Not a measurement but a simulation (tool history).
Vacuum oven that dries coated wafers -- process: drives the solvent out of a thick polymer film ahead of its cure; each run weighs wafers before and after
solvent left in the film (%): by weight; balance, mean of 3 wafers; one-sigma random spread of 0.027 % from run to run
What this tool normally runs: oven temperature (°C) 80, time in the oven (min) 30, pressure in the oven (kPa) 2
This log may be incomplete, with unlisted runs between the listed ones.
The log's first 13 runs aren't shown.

run,hour,oven temperature (°C),time in the oven (min),pressure in the oven (kPa),hours of work since the thermocouples were calibrated,hours of work since the vacuum gauge was cleaned of residue,solvent left in the film (%)
14,179.7,80,27,2,400,213,6.01
15,192.6,80,31,2,409,222,5.48
16,210.2,80,25,2,421,235,6.31
17,220.3,80,25,2,428,241,6.32
18,230.9,80,30,2,436,249,5.61
19,245.9,70,28,3.51,446,259,12.14
20,263.9,70,16,2.17,458,272,12.12
21,276.9,69,45,2.75,467,280,9.64
22,294,69,45,2.75,479,292,9.59
23,301.6,82,38,2.38,484,298,4.74
24,312,80,26,1,491,305,4.9
25,324.1,76,53,1.11,500,313,3.45
26,334,80,30,5.56,507,320,10.51
27,350.7,80,48,2,518,331,4.17
28,359,68,17,1.12,524,337,11.29
29,374.4,68,17,1.12,534,348,11.27
30,385.4,85,23,6.29,542,355,9.83
31,402.4,80,26,1.59,554,367,5.64
32,419.9,80,26,1.59,566,379,5.71
33,437.2,78,19,6.3,578,391,13.56
34,446.4,80,18,2.38,584,397,8.29
35,462.4,84,18,1.51,595,408,5.86
36,475.6,84,18,1.51,604,417,5.92

Predict each of these 3 candidate next runs independently; none follows another, all start after run 36:
A,493,84,18,3.46,616,429,?
B,493,84,18,3.84,616,429,?
C,493,71,52,3.44,616,429,?

run,solvent left in the film (%)
A,7.98
B,8.39
C,9.76
What these runs would have given with no unlogged condition in the tool:
run,solvent left in the film (%)
A,8.04
B,8.46
C,9.71

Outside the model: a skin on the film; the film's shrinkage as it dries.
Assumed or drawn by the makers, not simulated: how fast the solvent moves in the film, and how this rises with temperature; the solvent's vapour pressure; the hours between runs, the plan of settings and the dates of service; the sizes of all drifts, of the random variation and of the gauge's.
